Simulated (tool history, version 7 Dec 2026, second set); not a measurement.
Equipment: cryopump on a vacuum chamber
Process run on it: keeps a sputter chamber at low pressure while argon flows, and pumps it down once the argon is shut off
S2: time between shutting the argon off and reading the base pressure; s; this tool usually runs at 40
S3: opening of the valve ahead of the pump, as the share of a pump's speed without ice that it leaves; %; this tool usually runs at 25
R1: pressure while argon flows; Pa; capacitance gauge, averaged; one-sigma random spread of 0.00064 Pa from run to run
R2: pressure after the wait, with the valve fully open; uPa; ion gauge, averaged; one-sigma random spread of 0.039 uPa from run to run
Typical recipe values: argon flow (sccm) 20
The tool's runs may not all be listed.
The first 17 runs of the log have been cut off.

run 18 hour=850.9 | argon_flow_(sccm)=19 S2=87 S3=25 | R1=0.1051 R2=1.83
-- hour=906.3 pump warmed up, emptied and cooled again
run 19 hour=921.5 | argon_flow_(sccm)=20 S2=52 S3=33 | R1=0.0752 R2=2.10
run 20 hour=989.5 | argon_flow_(sccm)=20 S2=21 S3=48 | R1=0.0528 R2=4.51
run 21 hour=1023.2 | argon_flow_(sccm)=9 S2=57 S3=35 | R1=0.0332 R2=2.14
run 22 hour=1058.5 | argon_flow_(sccm)=20 S2=289 S3=25 | R1=0.1032 R2=1.00
run 23 hour=1086.1 | argon_flow_(sccm)=8 S2=161 S3=26 | R1=0.0391 R2=1.30
run 24 hour=1138.2 | argon_flow_(sccm)=8 S2=161 S3=26 | R1=0.0411 R2=1.31
run 25 hour=1188.0 | argon_flow_(sccm)=33 S2=186 S3=31 | R1=0.1430 R2=1.26
run 26 hour=1222.9 | argon_flow_(sccm)=33 S2=186 S3=31 | R1=0.1468 R2=1.37
run 27 hour=1286.7 | argon_flow_(sccm)=10 S2=267 S3=25 | R1=0.0558 R2=1.33
-- hour=1335.2 pump warmed up, emptied and cooled again
run 28 hour=1335.2 | argon_flow_(sccm)=10 S2=267 S3=25 | R1=0.0499 R2=1.01
run 29 hour=1379.3 | argon_flow_(sccm)=10 S2=40 S3=25 | R1=0.0502 R2=2.80
run 30 hour=1419.2 | argon_flow_(sccm)=9 S2=24 S3=41 | R1=0.0279 R2=4.05
run 31 hour=1457.7 | argon_flow_(sccm)=9 S2=24 S3=41 | R1=0.0292 R2=4.23
run 32 hour=1525.5 | argon_flow_(sccm)=39 S2=136 S3=49 | R1=0.1085 R2=1.47
run 33 hour=1575.3 | argon_flow_(sccm)=21 S2=31 S3=16 | R1=0.1688 R2=3.48
run 34 hour=1624.8 | argon_flow_(sccm)=21 S2=31 S3=16 | R1=0.1719 R2=3.46

Consider 3 possible next runs. They are alternatives, not a sequence: every one starts from the tool as it was left by run 34. What does each give?
run A hour=1656.8 | argon_flow_(sccm)=19 S2=31 S3=16 | R1=? R2=?
run B hour=1656.8 | argon_flow_(sccm)=25 S2=40 S3=25 | R1=? R2=?
run C hour=1656.8 | argon_flow_(sccm)=30 S2=197 S3=57 | R1=? R2=?

run=A R1=0.1545 R2=3.68
run=B R1=0.1344 R2=3.02
run=C R1=0.0779 R2=1.39
Had the tool no hidden state, the same runs would have come out as:
run=A R1=0.1459 R2=2.88
run=B R1=0.1232 R2=2.24
run=C R1=0.0643 R2=0.61

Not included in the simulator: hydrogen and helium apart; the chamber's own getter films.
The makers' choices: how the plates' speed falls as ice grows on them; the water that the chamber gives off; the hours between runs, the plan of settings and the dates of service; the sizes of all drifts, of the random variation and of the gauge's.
